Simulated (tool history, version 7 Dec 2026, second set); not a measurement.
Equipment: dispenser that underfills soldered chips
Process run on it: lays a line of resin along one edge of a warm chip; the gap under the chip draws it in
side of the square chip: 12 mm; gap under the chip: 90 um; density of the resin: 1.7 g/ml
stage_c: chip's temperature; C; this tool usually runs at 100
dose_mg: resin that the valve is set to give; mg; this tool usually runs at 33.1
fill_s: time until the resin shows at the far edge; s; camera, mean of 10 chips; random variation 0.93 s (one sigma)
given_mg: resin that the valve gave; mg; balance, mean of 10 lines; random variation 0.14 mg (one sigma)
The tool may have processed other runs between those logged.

run   hour  stage_c  dose_mg  fill_s  given_mg
  1      0      100     33.1   120.2     31.37
       5.3  -- new syringe of resin
  2   11.2      109     33.1    97.3     31.21
      14.5  -- new syringe of resin
  3   18.6      109     33.1    89.7     31.49
      23.7  -- new syringe of resin
  4   26.1      109     28.8    84.4     27.08
        33  -- new syringe of resin
  5   35.7      109     28.8    85.4     27.11
      42.6  -- new syringe of resin
  6   43.2      109     28.8    75.8     27.11
        45  -- dispensing valve cleaned and set on the balance
  7   48.8      109     28.8    94.7     28.82
      53.3  -- new syringe of resin
  8   59.7      100       41   130.7     40.98
      62.6  -- new syringe of resin
  9   68.5      100       41   128.9     40.71
      72.6  -- new syringe of resin
 10   75.3      100       41   104.4     40.81
      81.9  -- new syringe of resin
 11   81.9      100       41    89.2     40.88
 12   89.2      100       41   136.8     40.72
      91.2  -- new syringe of resin
 13   95.1      110     39.2      84     38.66
     100.5  -- new syringe of resin
 14    102      100     42.8    97.6     42.14
     109.7  -- new syringe of resin
 15  110.3       98     28.9   103.6     28.44

Estimate the outcome of run 16 from the log above:
 16  118.1      110     29.1       ?         ?

{"run 16": {"fill_s": 111.6, "given_mg": 28.46}}
Had the tool carried no hidden state, the very same run would have given fill_s 66.8 s, given_mg 29.01 mg.
